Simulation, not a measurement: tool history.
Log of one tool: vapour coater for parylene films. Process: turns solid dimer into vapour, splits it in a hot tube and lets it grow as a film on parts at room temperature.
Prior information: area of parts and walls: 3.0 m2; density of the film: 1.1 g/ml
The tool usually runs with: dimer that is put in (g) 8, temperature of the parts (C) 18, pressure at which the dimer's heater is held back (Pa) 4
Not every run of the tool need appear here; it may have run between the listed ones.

| run | hour | dimer that is put in (g) | temperature of the parts (C) | pressure at which the dimer's heater is held back (Pa) | thickness of the film (um) |
|---|---|---|---|---|---|
| 1 | 0 | 8 | 18 | 4 | 1.62 |
| 2 | 21.7 | 8 | 18 | 4 | 1.6 |
| 3 | 40.2 | 8 | 18 | 4 | 1.61 |
| 4 | 66.1 | 8 | 18 | 4 | 1.55 |
| 5 | 94.1 | 8 | 18 | 4 | 1.5 |
| 6 | 114.3 | 8 | 18 | 4 | 1.56 |
| 7 | 140.2 | 12 | 18 | 4 | 2.26 |
|  | 159.3 | trap's valve overhauled |
| 8 | 173 | 12 | 18 | 4 | 2.53 |
| 9 | 195.4 | 8 | 18 | 8.92 | 1.42 |
| 10 | 210.6 | 8 | 18 | 8.92 | 1.43 |
| 11 | 241.3 | 8 | 18 | 8.92 | 1.41 |
| 12 | 259.8 | 8 | 18 | 4 | 1.66 |
| 13 | 275.9 | 8 | 18 | 8.2 | 1.39 |
| 14 | 306.6 | 8 | 18 | 8.2 | 1.36 |
| 15 | 322.6 | 5 | 18 | 8.2 | 0.86 |
| 16 | 343.7 | 5 | 18 | 8.2 | 0.87 |
| 17 | 375.6 | 8 | 18 | 4 | 1.53 |
| 18 | 405 | 8 | 18 | 4 | 1.53 |
|  | 426 | trap's valve overhauled |
| 19 | 434.2 | 7 | 18 | 4 | 1.48 |
| 20 | 465.4 | 7 | 18 | 4 | 1.45 |
| 21 | 494.2 | 5 | 18 | 4 | 1.05 |
| 22 | 523.2 | 5 | 18 | 4 | 1.05 |
| 23 | 550.8 | 8 | 18 | 4 | 1.63 |
| 24 | 578.7 | 8 | 18 | 4 | 1.56 |
| 25 | 603.1 | 12 | 15 | 2.46 | 2.86 |
| 26 | 622.8 | 12 | 15 | 2.46 | 2.83 |
| 27 | 642.7 | 6 | 15 | 5.32 | 1.19 |
| 28 | 663.8 | 5 | 14 | 2.23 | 1.2 |
| 29 | 683.2 | 5 | 28 | 2.22 | 0.77 |
|  | 694.2 | trap's valve overhauled |
| 30 | 714.9 | 5 | 28 | 2.22 | 0.89 |
| 31 | 739.4 | 11 | 28 | 2.27 | 1.84 |
| 32 | 768 | 8 | 18 | 5.64 | 1.54 |
| 33 | 793.8 | 8 | 18 | 5.64 | 1.53 |
| 34 | 820.6 | 8 | 15 | 8.58 | 1.53 |
| 35 | 837.7 | 4 | 18 | 4 | 0.82 |
| 36 | 868.9 | 8 | 14 | 2.14 | 2.01 |
| 37 | 889.9 | 5 | 14 | 2.79 | 1.21 |
| 38 | 920.5 | 4 | 18 | 4 | 0.75 |
| 39 | 946.4 | 12 | 21 | 7.55 | 1.81 |
|  | 960.9 | trap's valve overhauled |
| 40 | 977.8 | 5 | 24 | 8.33 | 0.76 |
| 41 | 1000.4 | 5 | 24 | 8.33 | 0.72 |
| 42 | 1030 | 10 | 18 | 2.85 | 2.2 |
| 43 | 1047 | 10 | 18 | 2.85 | 2.17 |
| 44 | 1075.7 | 4 | 28 | 3.99 | 0.6 |
| 45 | 1093.1 | 4 | 28 | 3.99 | 0.62 |
| 46 | 1115.3 | 9 | 18 | 4 | 1.81 |
| 47 | 1139.8 | 11 | 18 | 4 | 2.17 |

Each row is a separate what-if for the run after 47, all from the same tool condition, not one after another. Results?
| A | 1164.5 | 11 | 18 | 3.18 | ? |
| B | 1164.5 | 8 | 10 | 4 | ? |
| C | 1164.5 | 8 | 18 | 2.42 | ? |

| run | thickness of the film (um) |
|---|---|
| A | 2.23 |
| B | 2 |
| C | 1.71 |
Had the tool no hidden state, the same runs would have come out as:
| run | thickness of the film (um) |
|---|---|
| A | 2.51 |
| B | 2.25 |
| C | 1.93 |
